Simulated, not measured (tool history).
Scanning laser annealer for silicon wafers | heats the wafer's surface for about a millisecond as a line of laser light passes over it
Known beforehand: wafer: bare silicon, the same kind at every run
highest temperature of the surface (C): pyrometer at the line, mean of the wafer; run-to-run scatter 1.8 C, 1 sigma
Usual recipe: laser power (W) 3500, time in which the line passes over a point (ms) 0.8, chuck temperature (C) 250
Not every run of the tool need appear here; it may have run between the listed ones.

run,hour,laser power (W),time in which the line passes over a point (ms),chuck temperature (C),highest temperature of the surface (C)
1,0,3500,0.8,250,955
2,20.6,3500,0.8,250,950
3,41.8,3500,0.8,250,956
4,59.8,3500,0.8,250,950
5,85,3500,0.8,250,1002
6,102.1,3500,0.681,250,932
7,120.7,3500,0.8,250,998
8,142,3500,0.8,250,995
9,164.8,3010,0.8,250,863
10,184.6,3010,0.8,250,862
11,202.3,3010,0.8,250,862
12,220.7,3010,0.8,250,859
13,243.9,3785,0.8,250,1068
14,264.7,3500,0.8,283,1022
15,277.6,3500,0.8,283,1019
16,292.7,3500,0.8,283,1021
17,304.9,3500,0.629,250,891
18,327.7,3500,0.629,250,886
19,346.6,3500,0.629,250,886
20,358.7,3500,0.629,250,891
21,369.5,3500,0.629,250,884
22,392.6,3500,0.654,256,905
23,408,3500,0.654,256,906
24,427.8,3599,0.62,244,893
25,445.1,3513,0.654,213,865
26,462.1,3513,0.654,213,864
27,478.7,3513,0.654,213,863
28,501.3,3500,0.782,250,968
29,520,3777,0.783,250,1041
30,542.3,3101,0.8,215,833
31,553.5,3336,0.8,287,967
32,567.9,3630,0.8,287,1047
33,585.2,3138,0.575,237,752
34,599.1,3464,0.629,237,854
35,612.4,3464,0.99,279,1090
36,624.5,3350,0.8,217,898
37,643.1,3350,0.8,217,898
38,659.4,3350,0.8,217,894
39,674.6,3350,0.742,231,880
40,693.8,3271,0.784,244,896

Between the runs listed above, the log contained 1 entry, not reproduced here. Where in the sequence does each belong, and how does what the log doesn't record of the tool's condition differ from the listed run before to the listed run after?
Run 4 -> run 5: window over the wafer cleaned (hour 66.4)
  light that passes the window, % of a clean one's: 94.6 -> 99.68; laser's true power over the reading, %: -0.29 -> -0.3; width of the line over the set one, %: 0.87 -> 0.9
  measured minus no-state result, highest temperature of the surface (C): -60 -> -11

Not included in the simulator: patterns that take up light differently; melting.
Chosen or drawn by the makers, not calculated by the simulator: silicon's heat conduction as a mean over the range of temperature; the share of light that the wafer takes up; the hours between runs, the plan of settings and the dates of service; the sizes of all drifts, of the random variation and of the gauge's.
